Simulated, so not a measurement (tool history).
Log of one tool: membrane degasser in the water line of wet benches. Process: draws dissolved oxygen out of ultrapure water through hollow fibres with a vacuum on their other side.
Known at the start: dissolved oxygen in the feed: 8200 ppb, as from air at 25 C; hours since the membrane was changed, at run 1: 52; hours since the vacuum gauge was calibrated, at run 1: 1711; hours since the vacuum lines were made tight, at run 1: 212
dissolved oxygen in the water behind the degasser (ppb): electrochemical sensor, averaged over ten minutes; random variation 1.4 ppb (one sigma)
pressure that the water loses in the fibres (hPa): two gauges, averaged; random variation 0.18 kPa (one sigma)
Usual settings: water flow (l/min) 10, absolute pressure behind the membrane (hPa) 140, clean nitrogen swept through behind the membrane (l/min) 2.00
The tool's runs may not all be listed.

run,hour,water flow (l/min),absolute pressure behind the membrane (hPa),clean nitrogen swept through behind the membrane (l/min),hours since the membrane was changed,hours since the vacuum gauge was calibrated,hours since the vacuum lines were made tight,dissolved oxygen in the water behind the degasser (ppb),pressure that the water loses in the fibres (hPa)
1,0.0,10,140,2.00,52,1711,212,146.4,321.2
2,112.7,10,140,2.00,164,1824,325,142.9,318.3
3,206.8,10,140,2.00,259,1918,419,144.1,320.7
4,267.7,10,140,2.00,319,1979,480,143.6,322.5
5,343.8,10,140,2.18,396,2055,556,133.6,321.1
6,420.6,10,140,1.14,472,2131,632,237.1,321.9
# hour 431.1: vacuum gauge calibrated
7,488.2,10,140,1.14,539,57,700,235.0,318.3
8,551.3,10,140,2.80,603,120,763,107.4,321.2
9,657.8,10,121,1.37,709,227,869,169.8,321.3
10,757.7,10,121,1.37,809,327,969,167.7,319.4
11,813.8,10,111,2.09,865,383,1025,106.0,321.2

Forecast each of these 5 alternatives for the next run:
A,864.5,14,156,2.62,916,433,1076,?,?
B,864.5,10,148,1.67,916,433,1076,?,?
C,864.5,7,147,1.27,916,433,1076,?,?
D,864.5,9,102,2.00,916,433,1076,?,?
E,864.5,10,288,1.62,916,433,1076,?,?

run,dissolved oxygen in the water behind the degasser (ppb),pressure that the water loses in the fibres (hPa)
A,202.1,449.7
B,181.7,317.9
C,156.3,223.8
D,86.2,290.8
E,380.3,322.5
Without the tool's hidden state the same runs would have given:
run,dissolved oxygen in the water behind the degasser (ppb),pressure that the water loses in the fibres (hPa)
A,198.0,446.4
B,178.1,315.5
C,152.9,222.1
D,83.7,288.7
E,375.2,320.1
